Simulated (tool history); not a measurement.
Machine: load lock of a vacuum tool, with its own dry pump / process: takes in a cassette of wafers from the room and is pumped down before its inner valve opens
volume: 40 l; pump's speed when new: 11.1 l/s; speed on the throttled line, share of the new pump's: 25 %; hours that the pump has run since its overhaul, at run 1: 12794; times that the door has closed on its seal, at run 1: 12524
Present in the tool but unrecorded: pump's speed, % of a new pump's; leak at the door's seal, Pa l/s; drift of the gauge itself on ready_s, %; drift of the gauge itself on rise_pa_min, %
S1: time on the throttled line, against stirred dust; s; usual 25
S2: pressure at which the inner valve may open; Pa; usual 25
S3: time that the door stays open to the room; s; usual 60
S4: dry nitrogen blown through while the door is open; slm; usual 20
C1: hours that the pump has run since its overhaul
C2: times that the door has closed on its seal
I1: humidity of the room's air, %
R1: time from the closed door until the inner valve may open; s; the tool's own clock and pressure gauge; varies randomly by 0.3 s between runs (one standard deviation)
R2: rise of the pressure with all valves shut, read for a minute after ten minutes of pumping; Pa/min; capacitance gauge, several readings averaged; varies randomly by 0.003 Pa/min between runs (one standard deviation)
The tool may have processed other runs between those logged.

run	hour	S1	S2	S3	S4	C1	C2	I1	R1	R2
1	0.0	25	25	60	20	12794	12524	48.0	50.2	0.071
2	448.3	25	25	60	20	13242	13050	45.6	50.8	0.074
3	926.2	25	25	60	20	13720	13610	47.1	50.5	0.081
4	1264.6	25	22	60	20	14058	14008	48.4	51.3	0.081
5	1627.9	16	22	60	20	14422	14434	50.1	44.9	0.082
6	2064.1	21	34	61	4	14858	14946	45.1	46.9	0.107
7	2377.7	21	34	61	4	15171	15314	45.8	46.5	0.106
8	2667.8	21	34	61	4	15461	15654	46.8	47.4	0.117
9	2933.1	21	34	61	7	15727	15966	41.4	47.1	0.109
10	3228.0	45	42	229	25	16022	16312	47.5	63.5	0.103

4 options for the next run, each taken on its own from the tool as it stands now. Forecast them:
A	3718.4	25	25	96	20	16512	16887	43.8	?	?
B	3718.4	25	47	60	20	16512	16887	48.5	?	?
C	3718.4	45	25	200	25	16512	16887	44.0	?	?
D	3718.4	25	19	60	20	16512	16887	40.5	?	?

run	R1	R2
A	51.5	0.100
B	48.7	0.102
C	66.2	0.103
D	51.8	0.093
Take away the tool's hidden state, keep each run's random variation, and the runs would have read:
run	R1	R2
A	48.9	0.017
B	46.4	0.018
C	64.2	0.021
D	49.2	0.010
